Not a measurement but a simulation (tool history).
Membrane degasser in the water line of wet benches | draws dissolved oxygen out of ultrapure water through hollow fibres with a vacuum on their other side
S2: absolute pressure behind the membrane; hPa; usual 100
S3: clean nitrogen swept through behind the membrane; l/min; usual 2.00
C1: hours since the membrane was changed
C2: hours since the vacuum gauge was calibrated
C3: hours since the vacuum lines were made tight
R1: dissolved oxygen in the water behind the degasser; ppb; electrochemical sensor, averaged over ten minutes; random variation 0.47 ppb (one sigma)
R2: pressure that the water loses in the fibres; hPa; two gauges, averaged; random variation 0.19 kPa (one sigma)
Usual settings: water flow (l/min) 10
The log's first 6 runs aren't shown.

{"run": 7, "hour": 529.0, "water flow (l/min)": 10, "S2": 100, "S3": 2.0, "C1": 4543, "C2": 843, "C3": 2921, "R1": 89.3, "R2": 411.4}
{"run": 8, "hour": 591.3, "water flow (l/min)": 16, "S2": 100, "S3": 2.0, "C1": 4605, "C2": 906, "C3": 2983, "R1": 190.1, "R2": 665.4}
{"run": 9, "hour": 648.6, "water flow (l/min)": 16, "S2": 100, "S3": 2.0, "C1": 4663, "C2": 963, "C3": 3041, "R1": 189.7, "R2": 666.6}
{"hour": 655.3, "done": "vacuum gauge calibrated"}
{"run": 10, "hour": 710.7, "water flow (l/min)": 16, "S2": 100, "S3": 2.0, "C1": 4724, "C2": 55, "C3": 3102, "R1": 190.9, "R2": 664.0}
{"run": 11, "hour": 815.1, "water flow (l/min)": 16, "S2": 100, "S3": 2.0, "C1": 4829, "C2": 160, "C3": 3207, "R1": 189.3, "R2": 666.0}
{"run": 12, "hour": 884.7, "water flow (l/min)": 10, "S2": 71, "S3": 2.0, "C1": 4898, "C2": 229, "C3": 3276, "R1": 55.1, "R2": 418.8}
{"run": 13, "hour": 978.2, "water flow (l/min)": 10, "S2": 71, "S3": 2.0, "C1": 4992, "C2": 323, "C3": 3370, "R1": 54.8, "R2": 416.6}
{"hour": 1002.6, "done": "vacuum gauge calibrated, once more"}
{"run": 14, "hour": 1032.9, "water flow (l/min)": 10, "S2": 71, "S3": 2.0, "C1": 5046, "C2": 30, "C3": 3424, "R1": 53.6, "R2": 420.2}
{"run": 15, "hour": 1084.5, "water flow (l/min)": 10, "S2": 100, "S3": 2.16, "C1": 5098, "C2": 82, "C3": 3475, "R1": 84.4, "R2": 416.7}
{"run": 16, "hour": 1134.9, "water flow (l/min)": 10, "S2": 100, "S3": 2.0, "C1": 5148, "C2": 132, "C3": 3526, "R1": 90.6, "R2": 415.4}
{"run": 17, "hour": 1195.4, "water flow (l/min)": 10, "S2": 65, "S3": 2.34, "C1": 5208, "C2": 193, "C3": 3586, "R1": 40.5, "R2": 417.9}
{"run": 18, "hour": 1243.2, "water flow (l/min)": 10, "S2": 65, "S3": 2.34, "C1": 5256, "C2": 241, "C3": 3634, "R1": 41.1, "R2": 415.2}
{"run": 19, "hour": 1357.4, "water flow (l/min)": 7, "S2": 85, "S3": 2.13, "C1": 5370, "C2": 355, "C3": 3748, "R1": 46.0, "R2": 290.3}
{"run": 20, "hour": 1422.2, "water flow (l/min)": 7, "S2": 85, "S3": 2.13, "C1": 5435, "C2": 420, "C3": 3813, "R1": 45.4, "R2": 288.6}
{"run": 21, "hour": 1525.9, "water flow (l/min)": 7, "S2": 85, "S3": 2.13, "C1": 5539, "C2": 523, "C3": 3917, "R1": 45.6, "R2": 294.2}
{"run": 22, "hour": 1573.0, "water flow (l/min)": 9, "S2": 231, "S3": 2.13, "C1": 5586, "C2": 570, "C3": 3964, "R1": 213.1, "R2": 371.5}
{"run": 23, "hour": 1632.1, "water flow (l/min)": 9, "S2": 231, "S3": 2.13, "C1": 5645, "C2": 629, "C3": 4023, "R1": 213.1, "R2": 374.9}
{"run": 24, "hour": 1700.2, "water flow (l/min)": 10, "S2": 100, "S3": 3.98, "C1": 5713, "C2": 698, "C3": 4091, "R1": 49.5, "R2": 415.7}
{"run": 25, "hour": 1761.4, "water flow (l/min)": 10, "S2": 100, "S3": 3.98, "C1": 5774, "C2": 759, "C3": 4152, "R1": 49.4, "R2": 420.1}
{"run": 26, "hour": 1815.8, "water flow (l/min)": 9, "S2": 100, "S3": 1.73, "C1": 5829, "C2": 813, "C3": 4207, "R1": 92.3, "R2": 378.8}
{"run": 27, "hour": 1898.3, "water flow (l/min)": 10, "S2": 205, "S3": 1.94, "C1": 5911, "C2": 896, "C3": 4289, "R1": 226.4, "R2": 419.2}
{"run": 28, "hour": 1958.6, "water flow (l/min)": 10, "S2": 119, "S3": 2.0, "C1": 5972, "C2": 956, "C3": 4350, "R1": 115.6, "R2": 423.6}
{"run": 29, "hour": 2071.4, "water flow (l/min)": 10, "S2": 119, "S3": 2.0, "C1": 6084, "C2": 1069, "C3": 4462, "R1": 115.5, "R2": 421.9}
{"run": 30, "hour": 2168.1, "water flow (l/min)": 8, "S2": 181, "S3": 5.33, "C1": 6181, "C2": 1166, "C3": 4559, "R1": 60.5, "R2": 333.4}
{"run": 31, "hour": 2246.7, "water flow (l/min)": 13, "S2": 71, "S3": 5.33, "C1": 6260, "C2": 1244, "C3": 4638, "R1": 48.8, "R2": 545.0}

Forecast each of these 3 alternatives for the next run:
{"run": "A", "hour": 2343.1, "water flow (l/min)": 9, "S2": 110, "S3": 2.0, "C1": 6356, "C2": 1340, "C3": 4734, "R1": "?", "R2": "?"}
{"run": "B", "hour": 2343.1, "water flow (l/min)": 13, "S2": 129, "S3": 0.94, "C1": 6356, "C2": 1340, "C3": 4734, "R1": "?", "R2": "?"}
{"run": "C", "hour": 2343.1, "water flow (l/min)": 13, "S2": 71, "S3": 3.68, "C1": 6356, "C2": 1340, "C3": 4734, "R1": "?", "R2": "?"}

run=A R1=91.9 R2=379.8
run=B R1=331.1 R2=547.1
run=C R1=60.3 R2=542.0
Without the tool's hidden state the same runs would have given:
run=A R1=86.7 R2=363.3
run=B R1=318.1 R2=523.3
run=C R1=53.3 R2=518.4
